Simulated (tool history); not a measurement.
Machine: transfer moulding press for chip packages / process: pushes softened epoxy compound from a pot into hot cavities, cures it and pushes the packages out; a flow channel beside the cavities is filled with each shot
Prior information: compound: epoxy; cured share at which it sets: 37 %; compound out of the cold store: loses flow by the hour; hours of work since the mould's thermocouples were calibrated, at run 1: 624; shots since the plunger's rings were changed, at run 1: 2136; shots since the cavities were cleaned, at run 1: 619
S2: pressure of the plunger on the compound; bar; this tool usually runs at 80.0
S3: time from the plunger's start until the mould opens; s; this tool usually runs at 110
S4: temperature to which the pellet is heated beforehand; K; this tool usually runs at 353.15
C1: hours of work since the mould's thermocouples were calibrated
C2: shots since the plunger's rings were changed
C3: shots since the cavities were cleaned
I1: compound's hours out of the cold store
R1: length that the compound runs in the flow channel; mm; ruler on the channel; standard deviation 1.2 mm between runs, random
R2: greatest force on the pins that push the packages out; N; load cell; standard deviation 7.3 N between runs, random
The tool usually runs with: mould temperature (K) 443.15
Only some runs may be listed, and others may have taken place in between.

Run 1, hour 0.0: usual settings; C1 624; C2 2136; C3 619; I1 45.4. Result: R1 821 mm, R2 313 N.
At hour 8.5: cavities cleaned with cleaning compound and waxed.
Run 2, hour 18.4: usual settings but S2 92.4 bar; C1 635; C2 2296; C3 94; I1 41.0. Result: R1 892 mm, R2 308 N.
Run 3, hour 30.6: usual settings; C1 642; C2 2411; C3 209; I1 28.4. Result: R1 867 mm, R2 304 N.
Run 4, hour 59.2: usual settings; C1 659; C2 2683; C3 481; I1 44.5. Result: R1 823 mm, R2 312 N.
At hour 75.5: mould's thermocouples calibrated.
At hour 84.4: cavities cleaned with cleaning compound and waxed.
Run 5, hour 88.2: usual settings; C1 7; C2 2924; C3 36; I1 9.4. Result: R1 924 mm, R2 302 N.
At hour 92.0: plunger's sealing rings changed.
Run 6, hour 112.4: usual settings; C1 20; C2 193; C3 241; I1 14.8. Result: R1 908 mm, R2 322 N.
Run 7, hour 124.3: usual settings but mould temperature (K) 440.15; C1 27; C2 306; C3 354; I1 16.4. Result: R1 918 mm, R2 350 N.
Run 8, hour 137.0: usual settings but S3 103 s; C1 35; C2 426; C3 474; I1 10.9. Result: R1 921 mm, R2 330 N.
At hour 159.8: cavities cleaned with cleaning compound and waxed.
Run 9, hour 166.4: usual settings but S3 103 s; C1 52; C2 690; C3 62; I1 31.3. Result: R1 860 mm, R2 336 N.
Run 10, hour 191.4: usual settings but S3 103 s; C1 67; C2 927; C3 299; I1 14.9. Result: R1 908 mm, R2 326 N.
Run 11, hour 204.5: usual settings but mould temperature (K) 447.15; C1 75; C2 1051; C3 423; I1 8.1. Result: R1 912 mm, R2 298 N.
Run 12, hour 218.2: usual settings but mould temperature (K) 447.15; C1 83; C2 1181; C3 553; I1 25.7. Result: R1 858 mm, R2 288 N.
Run 13, hour 231.0: usual settings; C1 91; C2 1302; C3 674; I1 8.1. Result: R1 926 mm, R2 305 N.
At hour 234.8: cavities cleaned with cleaning compound and waxed.
Run 14, hour 249.4: usual settings but S3 101 s; C1 101; C2 1462; C3 138; I1 11.1. Result: R1 918 mm, R2 348 N.
Run 15, hour 264.5: usual settings but S3 101 s; C1 110; C2 1605; C3 281; I1 24.9. Result: R1 878 mm, R2 340 N.
Run 16, hour 281.9: usual settings but mould temperature (K) 441.15, S2 82.6 bar, S3 130 s; C1 121; C2 1770; C3 446; I1 32.2. Result: R1 879 mm, R2 278 N.
Run 17, hour 304.2: usual settings but mould temperature (K) 441.15, S2 82.6 bar, S3 130 s; C1 134; C2 1980; C3 656; I1 37.7. Result: R1 866 mm, R2 286 N.
At hour 308.3: cavities cleaned with cleaning compound and waxed.
Run 18, hour 324.5: usual settings but mould temperature (K) 441.15, S2 64.6 bar, S3 130 s; C1 146; C2 2159; C3 153; I1 29.8. Result: R1 784 mm, R2 289 N.
Run 19, hour 344.0: usual settings but mould temperature (K) 441.15, S2 64.6 bar, S3 130 s; C1 158; C2 2344; C3 338; I1 24.4. Result: R1 798 mm, R2 291 N.
Run 20, hour 372.8: usual settings but S3 109 s, S4 361.15 K; C1 175; C2 2616; C3 610; I1 18.6. Result: R1 895 mm, R2 314 N.

Estimate the outcome of run 21 from the log above:
At hour 381.8: cavities cleaned with cleaning compound and waxed.
Run 21, hour 386.5: usual settings but S3 119 s, S4 360.15 K; C1 182; C2 2731; C3 44; I1 43.8. Result: R1 ?, R2 ?.

{"run 21": {"R1": 824, "R2": 289}}
Minus the tool's unlogged condition, the same run would have read R1 824 mm, R2 288 N.

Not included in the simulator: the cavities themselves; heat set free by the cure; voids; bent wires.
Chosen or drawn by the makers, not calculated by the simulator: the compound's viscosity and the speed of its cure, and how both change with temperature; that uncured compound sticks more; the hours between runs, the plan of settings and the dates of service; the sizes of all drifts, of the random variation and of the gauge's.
